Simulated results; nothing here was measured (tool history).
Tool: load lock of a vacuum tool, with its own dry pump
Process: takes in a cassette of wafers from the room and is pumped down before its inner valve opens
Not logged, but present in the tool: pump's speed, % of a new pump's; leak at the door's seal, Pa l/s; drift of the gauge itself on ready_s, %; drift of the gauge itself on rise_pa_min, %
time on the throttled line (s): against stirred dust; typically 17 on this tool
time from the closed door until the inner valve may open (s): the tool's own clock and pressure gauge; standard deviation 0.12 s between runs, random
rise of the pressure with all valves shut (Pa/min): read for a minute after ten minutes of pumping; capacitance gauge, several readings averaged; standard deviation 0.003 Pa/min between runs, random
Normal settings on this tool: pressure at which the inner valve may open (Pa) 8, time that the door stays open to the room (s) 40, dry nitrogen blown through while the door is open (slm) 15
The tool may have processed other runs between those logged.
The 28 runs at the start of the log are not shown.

run	hour	time on the throttled line (s)	pressure at which the inner valve may open (Pa)	time that the door stays open to the room (s)	dry nitrogen blown through while the door is open (slm)	hours that the pump has run since its overhaul	times that the door has closed on its seal	incoming humidity of the room's air, %	time from the closed door until the inner valve may open (s)	rise of the pressure with all valves shut (Pa/min)
29	6285.0	24	13	40	19	8154	23019	48.1	44.4	0.052
30	6531.8	24	13	57	23	8401	24172	46.5	44.4	0.054
31	6758.4	24	13	57	20	8627	25231	46.3	44.6	0.064
32	6877.3	17	7	228	15	8746	25786	43.5	40.5	0.099
33	7078.9	17	7	228	15	8948	26728	44.5	40.8	0.106
# hour 7230.1: dry pump taken out, an overhauled one fitted
34	7256.8	17	7	54	15	27	27531	44.3	41.0	0.065
35	7537.8	17	7	54	15	308	28844	45.5	40.9	0.063
36	7689.1	17	7	54	15	459	29551	47.4	40.8	0.066

What if the next run were any one of these 5? Each begins from the tool's condition after run 36:
A	7813.4	17	8	192	35	583	30131	48.2	?	?
B	7813.4	18	10	124	15	583	30131	45.0	?	?
C	7813.4	17	14	129	15	583	30131	42.4	?	?
D	7813.4	17	7	25	15	583	30131	46.4	?	?
E	7813.4	15	12	54	16	583	30131	40.4	?	?

run	time from the closed door until the inner valve may open (s)	rise of the pressure with all valves shut (Pa/min)
A	40.5	0.071
B	40.4	0.081
C	38.8	0.078
D	40.8	0.050
E	37.8	0.054
With no hidden state in the tool, these same runs would have given:
run	time from the closed door until the inner valve may open (s)	rise of the pressure with all valves shut (Pa/min)
A	40.5	0.070
B	40.4	0.080
C	38.8	0.078
D	40.8	0.049
E	37.8	0.053

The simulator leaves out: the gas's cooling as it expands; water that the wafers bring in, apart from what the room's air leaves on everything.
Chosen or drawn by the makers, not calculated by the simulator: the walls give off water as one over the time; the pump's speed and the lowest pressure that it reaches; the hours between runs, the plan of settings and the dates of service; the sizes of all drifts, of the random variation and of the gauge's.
